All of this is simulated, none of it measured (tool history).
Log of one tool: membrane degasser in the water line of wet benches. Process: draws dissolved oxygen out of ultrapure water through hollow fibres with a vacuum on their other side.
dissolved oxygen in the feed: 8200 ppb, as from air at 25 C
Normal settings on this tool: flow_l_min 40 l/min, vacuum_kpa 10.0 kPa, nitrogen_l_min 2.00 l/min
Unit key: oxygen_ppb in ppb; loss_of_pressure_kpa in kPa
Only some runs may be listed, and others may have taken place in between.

run    hour  flow_l_min  vacuum_kpa  nitrogen_l_min  oxygen_ppb  loss_of_pressure_kpa
  1     0.0          40        10.0            2.00       329.1                 24.80
  2    39.9          40        10.0            2.00       326.0                 25.26
  3    96.6          40        10.0            2.00       322.2                 25.13
  4   139.7          40        10.0            2.00       324.1                 24.89
  5   189.5          40        10.0            2.00       324.8                 24.98
  6   257.4          40        10.0            2.00       326.5                 24.71
  7   308.5          40        10.0            2.00       326.3                 25.00
  8   380.4          40        10.0            2.19       305.4                 24.99
  9   444.5          40        10.0            1.25       468.3                 25.34
 10   534.4          40        10.0            2.00       327.7                 25.21
 11   622.8          40        10.0            2.00       323.8                 25.04
 12   710.8          40        10.0            2.00       324.5                 25.24
 13   752.2          40        13.6            4.99       227.4                 25.10
 14   845.2          40        10.0            1.82       352.9                 25.16
 15   882.8          48        10.0            2.00       392.4                 30.22
 16   941.1          48        23.1            5.17       464.9                 30.39
 17  1013.9          27         8.4            4.44        88.4                 16.89
 18  1077.8          45         6.4            2.00       198.8                 27.93
 19  1128.6          53        10.0            2.00       430.7                 33.76
 20  1168.3          29        10.0            5.15       107.6                 18.21
 21  1215.5          27         9.2            2.00       199.1                 17.03
 22  1276.0          31        12.0            2.32       285.1                 19.53
 23  1361.7          40         6.9            2.00       197.6                 24.92

Measured minus without-hidden-state, run by run (identical run-to-run variation in each term; gauge scatter may differ):
What the log doesn't record here: membrane still open, %; true pressure behind the membrane over the reading, kPa; air that leaks in behind the membrane, l/min; drift of the gauge itself on oxygen_ppb, %; drift of the gauge itself on loss_of_pressure_kpa, %.
run  oxygen_ppb  loss_of_pressure_kpa
  1        +3.4                 +0.02
  2        +3.5                 +0.03
  3        +3.6                 +0.03
  4        +3.6                 +0.04
  5        +3.8                 +0.05
  6        +3.9                 +0.06
  7        +4.1                 +0.07
  8        +4.1                 +0.09
  9        +4.5                 +0.10
 10        +4.6                 +0.10
 11        +4.7                 +0.12
 12        +5.0                 +0.14
 13        +4.2                 +0.15
 14        +5.4                 +0.17
 15        +5.6                 +0.21
 16        +6.8                 +0.21
 17        +2.7                 +0.13
 18        +5.0                 +0.23
 19        +6.6                 +0.29
 20        +3.2                 +0.16
 21        +5.1                 +0.16
 22        +6.2                 +0.19
 23        +5.4                 +0.25
